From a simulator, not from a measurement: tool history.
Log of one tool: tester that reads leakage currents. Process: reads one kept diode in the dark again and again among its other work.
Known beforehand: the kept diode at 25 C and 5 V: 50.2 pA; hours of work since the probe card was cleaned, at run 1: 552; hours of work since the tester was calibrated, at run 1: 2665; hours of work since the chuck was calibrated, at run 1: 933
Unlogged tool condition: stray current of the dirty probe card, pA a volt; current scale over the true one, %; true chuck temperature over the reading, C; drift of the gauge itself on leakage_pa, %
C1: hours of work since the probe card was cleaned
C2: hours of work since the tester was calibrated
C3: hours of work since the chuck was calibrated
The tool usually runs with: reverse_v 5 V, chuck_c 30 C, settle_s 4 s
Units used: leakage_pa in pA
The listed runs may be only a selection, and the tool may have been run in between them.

{"run": 1, "hour": 0.0, "reverse_v": 5, "chuck_c": 30, "settle_s": 4, "C1": 552, "C2": 2665, "C3": 933, "leakage_pa": 88.81}
{"run": 2, "hour": 125.4, "reverse_v": 7.57, "chuck_c": 30, "settle_s": 4, "C1": 609, "C2": 2722, "C3": 991, "leakage_pa": 105.53}
{"run": 3, "hour": 220.1, "reverse_v": 7.57, "chuck_c": 30, "settle_s": 4, "C1": 653, "C2": 2766, "C3": 1034, "leakage_pa": 106.21}
{"run": 4, "hour": 300.4, "reverse_v": 5, "chuck_c": 47, "settle_s": 4, "C1": 690, "C2": 2803, "C3": 1071, "leakage_pa": 316.4}
{"run": 5, "hour": 441.0, "reverse_v": 5, "chuck_c": 47, "settle_s": 4, "C1": 755, "C2": 2868, "C3": 1136, "leakage_pa": 319.51}
{"run": 6, "hour": 524.3, "reverse_v": 5, "chuck_c": 30, "settle_s": 4, "C1": 793, "C2": 2906, "C3": 1175, "leakage_pa": 92.63}
{"hour": 643.6, "done": "chuck's temperature calibrated"}
{"run": 7, "hour": 668.9, "reverse_v": 5, "chuck_c": 30, "settle_s": 0.72, "C1": 859, "C2": 2972, "C3": 12, "leakage_pa": 101.74}
{"run": 8, "hour": 738.4, "reverse_v": 5, "chuck_c": 30, "settle_s": 0.72, "C1": 891, "C2": 3004, "C3": 44, "leakage_pa": 102.19}
{"run": 9, "hour": 868.5, "reverse_v": 5, "chuck_c": 30, "settle_s": 0.72, "C1": 951, "C2": 3064, "C3": 104, "leakage_pa": 103.77}
{"hour": 920.0, "done": "chuck's temperature calibrated, once more"}
{"run": 10, "hour": 1004.8, "reverse_v": 1.52, "chuck_c": 36, "settle_s": 0.72, "C1": 1013, "C2": 3126, "C3": 39, "leakage_pa": 80.77}
{"run": 11, "hour": 1148.3, "reverse_v": 5, "chuck_c": 38, "settle_s": 0.64, "C1": 1079, "C2": 3192, "C3": 105, "leakage_pa": 149.66}
{"run": 12, "hour": 1291.1, "reverse_v": 5, "chuck_c": 38, "settle_s": 0.64, "C1": 1145, "C2": 3258, "C3": 171, "leakage_pa": 152.05}
{"run": 13, "hour": 1377.8, "reverse_v": 2.13, "chuck_c": 28, "settle_s": 4, "C1": 1185, "C2": 3298, "C3": 211, "leakage_pa": 50.98}
{"run": 14, "hour": 1514.5, "reverse_v": 3.6, "chuck_c": 52, "settle_s": 1.56, "C1": 1248, "C2": 3361, "C3": 274, "leakage_pa": 364.54}
{"run": 15, "hour": 1658.8, "reverse_v": 3.6, "chuck_c": 22, "settle_s": 1.56, "C1": 1315, "C2": 3428, "C3": 341, "leakage_pa": 41.35}
{"run": 16, "hour": 1818.1, "reverse_v": 3.6, "chuck_c": 22, "settle_s": 1.56, "C1": 1388, "C2": 3501, "C3": 414, "leakage_pa": 41.6}

Forecast each of these 5 alternatives for the next run:
{"run": "A", "hour": 1915.8, "reverse_v": 2.24, "chuck_c": 48, "settle_s": 0.86, "C1": 1433, "C2": 3546, "C3": 459, "leakage_pa": "?"}
{"run": "B", "hour": 1915.8, "reverse_v": 5, "chuck_c": 30, "settle_s": 1.3, "C1": 1433, "C2": 3546, "C3": 459, "leakage_pa": "?"}
{"run": "C", "hour": 1915.8, "reverse_v": 1.74, "chuck_c": 30, "settle_s": 0.6, "C1": 1433, "C2": 3546, "C3": 459, "leakage_pa": "?"}
{"run": "D", "hour": 1915.8, "reverse_v": 1.87, "chuck_c": 28, "settle_s": 5.78, "C1": 1433, "C2": 3546, "C3": 459, "leakage_pa": "?"}
{"run": "E", "hour": 1915.8, "reverse_v": 10.28, "chuck_c": 36, "settle_s": 0.46, "C1": 1433, "C2": 3546, "C3": 459, "leakage_pa": "?"}

run=A leakage_pa=236.11
run=B leakage_pa=88.07
run=C leakage_pa=58.02
run=D leakage_pa=50.9
run=E leakage_pa=185.93
Had the tool no hidden state, the same runs would have come out as:
run=A leakage_pa=215.67
run=B leakage_pa=75.76
run=C leakage_pa=51.42
run=D leakage_pa=44.7
run=E leakage_pa=160.82

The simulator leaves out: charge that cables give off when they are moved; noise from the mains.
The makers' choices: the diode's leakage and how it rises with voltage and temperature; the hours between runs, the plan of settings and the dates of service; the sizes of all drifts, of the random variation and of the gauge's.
